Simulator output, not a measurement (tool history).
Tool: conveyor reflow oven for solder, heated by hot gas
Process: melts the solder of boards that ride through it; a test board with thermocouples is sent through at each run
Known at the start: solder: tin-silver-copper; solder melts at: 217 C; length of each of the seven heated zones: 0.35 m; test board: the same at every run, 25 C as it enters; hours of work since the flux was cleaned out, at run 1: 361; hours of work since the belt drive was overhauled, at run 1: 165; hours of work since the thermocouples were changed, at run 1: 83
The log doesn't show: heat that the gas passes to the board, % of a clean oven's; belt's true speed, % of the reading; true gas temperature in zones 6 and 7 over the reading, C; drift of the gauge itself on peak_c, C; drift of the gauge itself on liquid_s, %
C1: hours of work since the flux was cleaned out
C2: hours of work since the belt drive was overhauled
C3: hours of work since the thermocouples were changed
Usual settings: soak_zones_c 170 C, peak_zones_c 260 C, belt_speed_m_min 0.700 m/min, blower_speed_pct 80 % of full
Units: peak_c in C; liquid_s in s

Run 1, hour 0.0: usual settings; C1 361; C2 165; C3 83. Result: peak_c 244.7 C, liquid_s 38.8 s.
Run 2, hour 5.4: usual settings but belt_speed_m_min 0.708 m/min; C1 364; C2 168; C3 85. Result: peak_c 244.0 C, liquid_s 37.7 s.
At hour 14.3: flux residue cleaned out of gas plates and filters.
Run 3, hour 18.8: usual settings but belt_speed_m_min 0.708 m/min; C1 2; C2 172; C3 90. Result: peak_c 244.9 C, liquid_s 39.7 s.
Run 4, hour 23.6: usual settings but belt_speed_m_min 0.708 m/min; C1 5; C2 174; C3 92. Result: peak_c 245.2 C, liquid_s 39.2 s.
Run 5, hour 32.2: usual settings but belt_speed_m_min 0.708 m/min; C1 9; C2 179; C3 97. Result: peak_c 245.1 C, liquid_s 39.6 s.
Run 6, hour 40.2: usual settings but belt_speed_m_min 0.708 m/min; C1 13; C2 183; C3 101. Result: peak_c 245.8 C, liquid_s 39.6 s.
Run 7, hour 44.6: usual settings but soak_zones_c 168 C; C1 16; C2 185; C3 103. Result: peak_c 245.2 C, liquid_s 39.8 s.
Run 8, hour 51.9: usual settings but belt_speed_m_min 0.810 m/min; C1 19; C2 189; C3 107. Result: peak_c 240.8 C, liquid_s 30.4 s.
Run 9, hour 57.2: usual settings but belt_speed_m_min 0.810 m/min; C1 22; C2 192; C3 109. Result: peak_c 241.0 C, liquid_s 30.6 s.
Run 10, hour 66.5: usual settings but belt_speed_m_min 0.810 m/min; C1 27; C2 196; C3 114. Result: peak_c 241.1 C, liquid_s 30.8 s.
Run 11, hour 70.4: usual settings but belt_speed_m_min 0.810 m/min; C1 29; C2 198; C3 116. Result: peak_c 241.1 C, liquid_s 30.6 s.
Run 12, hour 78.9: usual settings but belt_speed_m_min 0.810 m/min; C1 33; C2 203; C3 121. Result: peak_c 241.0 C, liquid_s 30.8 s.
Run 13, hour 86.2: usual settings but soak_zones_c 180 C; C1 37; C2 206; C3 124. Result: peak_c 246.7 C, liquid_s 44.1 s.
Run 14, hour 91.4: usual settings but soak_zones_c 180 C; C1 40; C2 209; C3 127. Result: peak_c 246.4 C, liquid_s 44.4 s.
Run 15, hour 99.3: usual settings but soak_zones_c 180 C; C1 44; C2 213; C3 131. Result: peak_c 246.8 C, liquid_s 44.2 s.
Run 16, hour 103.5: usual settings but soak_zones_c 183 C, peak_zones_c 250 C, belt_speed_m_min 0.796 m/min, blower_speed_pct 50 % of full; C1 46; C2 215; C3 133. Result: peak_c 230.6 C, liquid_s 24.4 s.
Run 17, hour 112.1: usual settings but soak_zones_c 157 C, belt_speed_m_min 0.727 m/min; C1 50; C2 220; C3 138. Result: peak_c 241.6 C, liquid_s 32.8 s.
Run 18, hour 118.6: usual settings but soak_zones_c 157 C, belt_speed_m_min 0.727 m/min; C1 54; C2 223; C3 141. Result: peak_c 242.4 C, liquid_s 32.9 s.
Run 19, hour 123.9: usual settings but belt_speed_m_min 0.578 m/min, blower_speed_pct 74 % of full; C1 56; C2 226; C3 144. Result: peak_c 249.0 C, liquid_s 53.3 s.
Run 20, hour 130.1: usual settings but soak_zones_c 183 C, peak_zones_c 266 C, belt_speed_m_min 0.578 m/min, blower_speed_pct 74 % of full; C1 59; C2 229; C3 147. Result: peak_c 255.8 C, liquid_s 61.8 s.
Run 21, hour 134.5: usual settings but soak_zones_c 172 C, peak_zones_c 258 C, belt_speed_m_min 0.676 m/min, blower_speed_pct 50 % of full; C1 62; C2 231; C3 149. Result: peak_c 240.1 C, liquid_s 36.2 s.
Run 22, hour 141.0: usual settings but soak_zones_c 165 C, peak_zones_c 270 C, belt_speed_m_min 0.567 m/min, blower_speed_pct 64 % of full; C1 65; C2 235; C3 152. Result: peak_c 257.0 C, liquid_s 57.4 s.
Run 23, hour 146.8: usual settings but soak_zones_c 172 C, peak_zones_c 259 C, belt_speed_m_min 0.570 m/min; C1 68; C2 238; C3 155. Result: peak_c 249.7 C, liquid_s 55.5 s.
Run 24, hour 151.5: usual settings but peak_zones_c 250 C, belt_speed_m_min 0.688 m/min; C1 70; C2 240; C3 158. Result: peak_c 236.5 C, liquid_s 34.7 s.
Run 25, hour 160.6: usual settings but soak_zones_c 167 C, peak_zones_c 272 C; C1 75; C2 245; C3 162. Result: peak_c 255.2 C, liquid_s 45.1 s.
Run 26, hour 164.9: usual settings but soak_zones_c 176 C, peak_zones_c 272 C, belt_speed_m_min 0.606 m/min; C1 77; C2 247; C3 165. Result: peak_c 260.5 C, liquid_s 58.3 s.
Run 27, hour 173.6: usual settings but soak_zones_c 183 C, peak_zones_c 264 C, blower_speed_pct 88 % of full; C1 82; C2 251; C3 169. Result: peak_c 251.5 C, liquid_s 47.8 s.
Run 28, hour 179.1: usual settings but soak_zones_c 183 C, peak_zones_c 262 C, belt_speed_m_min 0.828 m/min, blower_speed_pct 57 % of full; C1 85; C2 254; C3 172. Result: peak_c 240.2 C, liquid_s 31.5 s.
Run 29, hour 184.2: usual settings but soak_zones_c 183 C, peak_zones_c 251 C, belt_speed_m_min 0.828 m/min, blower_speed_pct 57 % of full; C1 87; C2 257; C3 175. Result: peak_c 231.9 C, liquid_s 24.2 s.
Run 30, hour 188.4: usual settings but belt_speed_m_min 0.600 m/min; C1 89; C2 259; C3 177. Result: peak_c 248.9 C, liquid_s 51.2 s.

Measured less the same run without the tool's hidden state. The same run-to-run variation is in both; the gauge's scatter may not be:
run  peak_c  liquid_s
  1    -1.5      -1.2
  2    -1.6      -1.2
  3    -0.2      +0.1
  4    -0.2      +0.1
  5    -0.3      +0.1
  6    -0.3      +0.1
  7    -0.3      +0.1
  8    -0.3      +0.0
  9    -0.3      +0.0
 10    -0.3      -0.1
 11    -0.3      +0.0
 12    -0.4      +0.0
 13    -0.4      +0.0
 14    -0.4      +0.1
 15    -0.5      +0.0
 16    -0.4      -0.2
 17    -0.5      -0.1
 18    -0.5      -0.1
 19    -0.5      +0.1
 20    -0.5      +0.2
 21    -0.5      -0.1
 22    -0.6      +0.1
 23    -0.6      +0.0
 24    -0.6      -0.3
 25    -0.6      +0.0
 26    -0.6      +0.2
 27    -0.6      +0.0
 28    -0.5      -0.2
 29    -0.5      -0.4
 30    -0.7      +0.0
